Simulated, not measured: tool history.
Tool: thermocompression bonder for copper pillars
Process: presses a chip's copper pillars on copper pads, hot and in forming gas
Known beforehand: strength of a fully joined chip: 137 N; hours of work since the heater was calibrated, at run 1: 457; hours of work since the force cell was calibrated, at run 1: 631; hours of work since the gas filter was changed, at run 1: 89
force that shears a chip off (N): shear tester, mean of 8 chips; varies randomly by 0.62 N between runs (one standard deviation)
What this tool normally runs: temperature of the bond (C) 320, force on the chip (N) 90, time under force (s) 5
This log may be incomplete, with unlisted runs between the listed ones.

run     day  temperature of the bond (C)  force on the chip (N)  time under force (s)  hours of work since the heater was calibrated  hours of work since the force cell was calibrated  hours of work since the gas filter was changed  force that shears a chip off (N)
  1   0.000                          320                     90                     5                                            457                                                631                                              89                              86.3
  2   1.642                          320                     90                    13                                            476                                                650                                             109                             109.3
  3   3.554                          300                     90                    13                                            499                                                673                                             131                              98.0
  4   4.425                          300                     90                    13                                            509                                                683                                             142                              97.6
  5   6.025                          300                     90                    13                                            528                                                702                                             161                              98.1
  6   7.554                          300                     90                    13                                            547                                                721                                             179                              98.0
  7   9.221                          320                     56                     5                                            566                                                740                                             198                              59.7
     10.579  -- heater calibrated with a thermocouple chip
  8  10.600                          320                     56                     5                                              0                                                756                                             214                              55.3
  9  12.675                          320                     56                     5                                             25                                                780                                             238                              54.8
 10  14.338                          320                     56                     5                                             45                                                800                                             258                              55.6
     14.862  -- forming gas filter changed
 11  15.650                          320                     56                     5                                             60                                                815                                               9                              59.0
 12  17.258                          320                     56                     5                                             79                                                835                                              28                              59.2
 13  19.333                          320                     56                     5                                            104                                                859                                              53                              58.2
 14  21.100                          295                     90                     5                                            125                                                880                                              74                              70.1
 15  22.950                          295                     90                     5                                            147                                                902                                              96                              69.3
 16  24.633                          295                     90                     5                                            167                                                922                                             116                              69.3
 17  26.146                          295                     90                     5                                            184                                                940                                             134                              69.6
 18  27.742                          320                     90                     5                                            203                                                959                                             153                              83.6
 19  28.846                          320                     90                     5                                            217                                                972                                             166                              83.1
 20  30.833                          320                     90                     5                                            240                                                996                                             190                              83.0
 21  31.875                          320                     90                     5                                            252                                               1008                                             202                              82.8
 22  33.175                          319                     67                     9                                            268                                               1023                                             217                              79.7
 23  35.100                          319                     67                     9                                            291                                               1046                                             240                              80.1
 24  36.988                          301                     90                     5                                            313                                               1069                                             263                              71.5
     37.200  -- forming gas filter changed
 25  38.200                          313                    125                     8                                            327                                               1083                                              12                             112.6
 26  39.192                          313                    125                     8                                            339                                               1095                                              24                             112.9
 27  40.167                          329                     90                     3                                            351                                               1106                                              35                              77.8
 28  41.267                          320                     60                    11                                            364                                               1119                                              48                              82.7
 29  43.038                          306                     60                     4                                            385                                               1140                                              69                              51.9
 30  44.621                          314                     75                    10                                            403                                               1159                                              88                              89.5
 31  45.933                          298                     75                    10                                            419                                               1175                                             104                              80.3
 32  48.038                          346                    101                     4                                            444                                               1200                                             129                             101.1
 33  49.242                          316                     72                     7                                            458                                               1214                                             143                              79.0
 34  50.217                          316                     72                     7                                            470                                               1225                                             154                              78.2
 35  51.921                          342                    120                     5                                            490                                               1246                                             175                             110.8
 36  53.350                          342                    130                     3                                            507                                               1263                                             192                             104.7
 37  54.275                          297                     90                     4                                            518                                               1274                                             203                              66.8
 38  55.904                          297                     90                     4                                            537                                               1293                                             222                              68.3
 39  57.512                          297                     90                     4                                            556                                               1312                                             241                              66.6

Hidden state or all else? Some run-to-run changes of force that shears a chip off (N), split into what the settings, what came in and random variation would give without the hidden state, and what is left for the hidden state (with any gauge scatter that isn't in both results):
Unlogged tool condition in this case: true temperature of the bond over the reading, C; force that reaches the chip, % of what is set; oxide that the forming gas leaves, % of the face; drift of the gauge itself on shear_n, %.
Run 6 -> 7: temperature of the bond (C) 300 -> 320, force on the chip (N) 90 -> 56, time under force (s) 13 -> 5. force that shears a chip off (N) -38.3: hidden state +0.6, all else -38.9.
Run 7 -> 8: heater calibrated with a thermocouple chip. force that shears a chip off (N) -4.4: hidden state -4.4, all else +0.0.
Run 10 -> 11: forming gas filter changed. force that shears a chip off (N) +3.4: hidden state +3.0, all else +0.4.
Run 24 -> 25: temperature of the bond (C) 301 -> 313, force on the chip (N) 90 -> 125, time under force (s) 5 -> 8, forming gas filter changed. force that shears a chip off (N) +41.1: hidden state +3.2, all else +37.9.
Run 36 -> 37: temperature of the bond (C) 342 -> 297, force on the chip (N) 130 -> 90, time under force (s) 3 -> 4. force that shears a chip off (N) -37.9: hidden state +2.3, all else -40.2.

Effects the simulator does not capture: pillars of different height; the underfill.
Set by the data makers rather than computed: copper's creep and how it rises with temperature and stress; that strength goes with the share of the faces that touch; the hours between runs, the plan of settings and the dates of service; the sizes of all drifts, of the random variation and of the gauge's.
